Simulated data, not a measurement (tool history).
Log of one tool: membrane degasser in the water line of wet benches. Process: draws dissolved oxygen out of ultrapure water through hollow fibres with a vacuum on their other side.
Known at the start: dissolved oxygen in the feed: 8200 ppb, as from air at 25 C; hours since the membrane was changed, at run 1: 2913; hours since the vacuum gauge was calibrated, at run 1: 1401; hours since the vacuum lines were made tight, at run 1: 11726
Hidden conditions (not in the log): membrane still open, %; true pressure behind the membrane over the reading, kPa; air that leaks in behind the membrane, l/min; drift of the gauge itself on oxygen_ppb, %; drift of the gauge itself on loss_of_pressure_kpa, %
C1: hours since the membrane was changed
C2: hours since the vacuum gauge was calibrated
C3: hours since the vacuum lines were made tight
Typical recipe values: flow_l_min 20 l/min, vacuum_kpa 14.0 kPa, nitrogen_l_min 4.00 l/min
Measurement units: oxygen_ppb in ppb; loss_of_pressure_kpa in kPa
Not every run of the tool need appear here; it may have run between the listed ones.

Run 1, day 0.000: usual settings; C1 2913; C2 1401; C3 11726. Result: oxygen_ppb 144.2 ppb, loss_of_pressure_kpa 29.83 kPa.
Run 2, day 2.338: usual settings; C1 2969; C2 1458; C3 11782. Result: oxygen_ppb 143.4 ppb, loss_of_pressure_kpa 29.69 kPa.
Run 3, day 4.296: usual settings but nitrogen_l_min 7.29 l/min; C1 3016; C2 1504; C3 11829. Result: oxygen_ppb 85.8 ppb, loss_of_pressure_kpa 29.88 kPa.
Run 4, day 7.162: usual settings but nitrogen_l_min 7.29 l/min; C1 3085; C2 1573; C3 11898. Result: oxygen_ppb 85.2 ppb, loss_of_pressure_kpa 29.53 kPa.
Run 5, day 9.392: usual settings but nitrogen_l_min 7.34 l/min; C1 3138; C2 1627; C3 11951. Result: oxygen_ppb 85.3 ppb, loss_of_pressure_kpa 29.61 kPa.
Run 6, day 11.362: usual settings but nitrogen_l_min 4.27 l/min; C1 3186; C2 1674; C3 11998. Result: oxygen_ppb 135.5 ppb, loss_of_pressure_kpa 29.77 kPa.
Run 7, day 14.467: usual settings but nitrogen_l_min 4.27 l/min; C1 3260; C2 1749; C3 12073. Result: oxygen_ppb 135.5 ppb, loss_of_pressure_kpa 29.95 kPa.
At day 14.792: vacuum gauge calibrated.
Run 8, day 17.300: usual settings but nitrogen_l_min 3.24 l/min; C1 3328; C2 60; C3 12140. Result: oxygen_ppb 175.1 ppb, loss_of_pressure_kpa 29.57 kPa.
Run 9, day 19.425: usual settings but flow_l_min 15 l/min, vacuum_kpa 13.5 kPa, nitrogen_l_min 6.40 l/min; C1 3379; C2 111; C3 12191. Result: oxygen_ppb 62.9 ppb, loss_of_pressure_kpa 22.03 kPa.
Run 10, day 22.029: usual settings but flow_l_min 25 l/min, vacuum_kpa 13.5 kPa, nitrogen_l_min 2.78 l/min; C1 3441; C2 174; C3 12254. Result: oxygen_ppb 258.3 ppb, loss_of_pressure_kpa 37.09 kPa.
At day 25.188: vacuum gauge calibrated, once more.
Run 11, day 25.250: usual settings but flow_l_min 28 l/min, vacuum_kpa 18.8 kPa, nitrogen_l_min 2.69 l/min; C1 3518; C2 2; C3 12331. Result: oxygen_ppb 431.8 ppb, loss_of_pressure_kpa 41.84 kPa.
Run 12, day 28.579: usual settings but vacuum_kpa 15.1 kPa, nitrogen_l_min 3.16 l/min; C1 3598; C2 81; C3 12410. Result: oxygen_ppb 192.3 ppb, loss_of_pressure_kpa 29.94 kPa.
Run 13, day 31.671: usual settings but vacuum_kpa 15.1 kPa, nitrogen_l_min 3.16 l/min; C1 3672; C2 156; C3 12485. Result: oxygen_ppb 192.7 ppb, loss_of_pressure_kpa 29.72 kPa.
Run 14, day 35.879: usual settings but vacuum_kpa 10.5 kPa, nitrogen_l_min 4.17 l/min; C1 3773; C2 257; C3 12586. Result: oxygen_ppb 97.4 ppb, loss_of_pressure_kpa 29.80 kPa.

Some steps in oxygen_ppb between neighbouring runs. How much of each would the tool show without its hidden state too (settings, what came in, random variation), and how much is left for the hidden state, with any gauge scatter that isn't in both results?
Run 9 -> 10: flow_l_min 15 -> 25, nitrogen_l_min 6.40 -> 2.78. oxygen_ppb +195.4 ppb: hidden state +4.5, all else +190.9.
Run 11 -> 12: flow_l_min 28 -> 20, vacuum_kpa 18.8 -> 15.1, nitrogen_l_min 2.69 -> 3.16. oxygen_ppb -239.5 ppb: hidden state -3.3, all else -236.2.

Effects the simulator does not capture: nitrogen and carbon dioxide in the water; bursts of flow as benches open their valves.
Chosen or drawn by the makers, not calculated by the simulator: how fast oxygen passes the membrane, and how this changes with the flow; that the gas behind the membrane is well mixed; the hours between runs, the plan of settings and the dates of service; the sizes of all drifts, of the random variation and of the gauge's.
